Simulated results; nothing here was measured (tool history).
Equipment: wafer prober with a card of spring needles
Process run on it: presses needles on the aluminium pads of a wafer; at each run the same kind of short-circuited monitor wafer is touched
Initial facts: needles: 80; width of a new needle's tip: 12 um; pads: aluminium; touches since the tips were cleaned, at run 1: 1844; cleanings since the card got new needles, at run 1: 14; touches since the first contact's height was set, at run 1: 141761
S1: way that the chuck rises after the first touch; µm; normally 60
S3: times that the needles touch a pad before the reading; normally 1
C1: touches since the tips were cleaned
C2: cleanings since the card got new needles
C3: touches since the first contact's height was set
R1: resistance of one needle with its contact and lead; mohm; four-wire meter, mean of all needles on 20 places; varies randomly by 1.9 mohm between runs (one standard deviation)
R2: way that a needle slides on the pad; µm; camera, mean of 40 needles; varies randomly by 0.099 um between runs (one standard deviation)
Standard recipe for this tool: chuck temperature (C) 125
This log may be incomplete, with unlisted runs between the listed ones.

run 1 hour=0.0 | S1=60 chuck_temperature_(C)=125 S3=1 | C1=1844 C2=14 C3=141761 | R1=241 R2=15.49
run 2 hour=20.3 | S1=60 chuck_temperature_(C)=125 S3=1 | C1=6615 C2=14 C3=146532 | R1=267 R2=15.63
-- hour=29.9 tips cleaned on abrasive film
run 3 hour=37.5 | S1=60 chuck_temperature_(C)=125 S3=1 | C1=1784 C2=15 C3=150553 | R1=234 R2=15.55
run 4 hour=50.9 | S1=60 chuck_temperature_(C)=125 S3=1 | C1=4934 C2=15 C3=153703 | R1=259 R2=15.53
-- hour=67.2 tips cleaned on abrasive film
run 5 hour=67.2 | S1=60 chuck_temperature_(C)=125 S3=1 | C1=0 C2=16 C3=157530 | R1=204 R2=15.69
run 6 hour=80.1 | S1=60 chuck_temperature_(C)=125 S3=1 | C1=3023 C2=16 C3=160553 | R1=247 R2=15.66
run 7 hour=91.7 | S1=60 chuck_temperature_(C)=125 S3=1 | C1=5757 C2=16 C3=163287 | R1=270 R2=15.65
-- hour=104.3 tips cleaned on abrasive film
run 8 hour=111.7 | S1=60 chuck_temperature_(C)=125 S3=1 | C1=1739 C2=17 C3=167962 | R1=231 R2=15.52
run 9 hour=123.8 | S1=60 chuck_temperature_(C)=125 S3=1 | C1=4585 C2=17 C3=170808 | R1=260 R2=15.45
-- hour=141.0 tips cleaned on abrasive film
run 10 hour=143.4 | S1=58 chuck_temperature_(C)=125 S3=1 | C1=552 C2=18 C3=175399 | R1=216 R2=14.78
run 11 hour=159.0 | S1=58 chuck_temperature_(C)=125 S3=1 | C1=4218 C2=18 C3=179065 | R1=261 R2=15.05
run 12 hour=173.3 | S1=47 chuck_temperature_(C)=125 S3=1 | C1=7594 C2=18 C3=182441 | R1=287 R2=12.08
-- hour=178.1 tips cleaned on abrasive film
run 13 hour=190.7 | S1=41 chuck_temperature_(C)=56 S3=1 | C1=2969 C2=19 C3=186513 | R1=278 R2=10.35
run 14 hour=202.1 | S1=48 chuck_temperature_(C)=27 S3=1 | C1=5634 C2=19 C3=189178 | R1=271 R2=12.21
-- hour=214.9 tips cleaned on abrasive film
run 15 hour=216.1 | S1=75 chuck_temperature_(C)=30 S3=1 | C1=297 C2=20 C3=192468 | R1=182 R2=19.39
run 16 hour=227.7 | S1=50 chuck_temperature_(C)=30 S3=2 | C1=3021 C2=20 C3=195192 | R1=216 R2=12.64
-- hour=236.2 height of the first contact set anew
run 17 hour=236.9 | S1=50 chuck_temperature_(C)=30 S3=2 | C1=5115 C2=20 C3=183 | R1=233 R2=13.31
-- hour=252.1 tips cleaned on abrasive film
run 18 hour=254.6 | S1=45 chuck_temperature_(C)=28 S3=1 | C1=576 C2=21 C3=4308 | R1=210 R2=12.03
run 19 hour=264.8 | S1=60 chuck_temperature_(C)=37 S3=2 | C1=2973 C2=21 C3=6705 | R1=211 R2=16.00

Describe how what the log doesn't record of the tool's condition differs between the last listed run preceding each entry between runs and the first listed run following it.
Between runs 2 and 3: tips cleaned on abrasive film (hour 29.9)
  debris on the tips, nm: 150.6 -> 77.5; way that the needles fall short of the set height, um: 1.45 -> 1.57; tips' diameter, um: 12.51 -> 12.55
  measured minus no-state result, R1: +70 -> +36 mohm; R2: -0.38 -> -0.42 µm
Between runs 4 and 5: tips cleaned on abrasive film (hour 67.2)
  debris on the tips, nm: 135.5 -> 16.2; way that the needles fall short of the set height, um: 1.57 -> 1.69; tips' diameter, um: 12.55 -> 12.59
  measured minus no-state result, R1: +62 -> +7 mohm; R2: -0.42 -> -0.44 µm
Between runs 7 and 8: tips cleaned on abrasive film (hour 104.3)
  debris on the tips, nm: 144.4 -> 82.4; way that the needles fall short of the set height, um: 1.69 -> 1.8; tips' diameter, um: 12.59 -> 12.63
  measured minus no-state result, R1: +69 -> +38 mohm; R2: -0.45 -> -0.48 µm
Between runs 9 and 10: tips cleaned on abrasive film (hour 141.0)
  debris on the tips, nm: 134.4 -> 39.8; way that the needles fall short of the set height, um: 1.8 -> 1.9; tips' diameter, um: 12.63 -> 12.67
  measured minus no-state result, R1: +62 -> +18 mohm; R2: -0.47 -> -0.50 µm
Between runs 12 and 13: tips cleaned on abrasive film (hour 178.1)
  debris on the tips, nm: 152.8 -> 103.2; way that the needles fall short of the set height, um: 1.9 -> 2.03; tips' diameter, um: 12.67 -> 12.71
  measured minus no-state result, R1: +90 -> +92 mohm; R2: -0.51 -> -0.54 µm
Between runs 14 and 15: tips cleaned on abrasive film (hour 214.9)
  debris on the tips, nm: 140.5 -> 21.9; way that the needles fall short of the set height, um: 2.03 -> 2.16; tips' diameter, um: 12.71 -> 12.75
  measured minus no-state result, R1: +96 -> +9 mohm; R2: -0.54 -> -0.58 µm
Between runs 16 and 17: height of the first contact set anew (hour 236.2)
  debris on the tips, nm: 105.5 -> 135.9; way that the needles fall short of the set height, um: 2.16 -> 0
  measured minus no-state result, R1: +41 -> +50 mohm; R2: -0.57 -> +0.00 µm
Between runs 17 and 18: tips cleaned on abrasive film (hour 252.1)
  debris on the tips, nm: 135.9 -> 44.3; way that the needles fall short of the set height, um: 0 -> 0.1; tips' diameter, um: 12.75 -> 12.79
  measured minus no-state result, R1: +50 -> +32 mohm; R2: +0.00 -> -0.03 µm
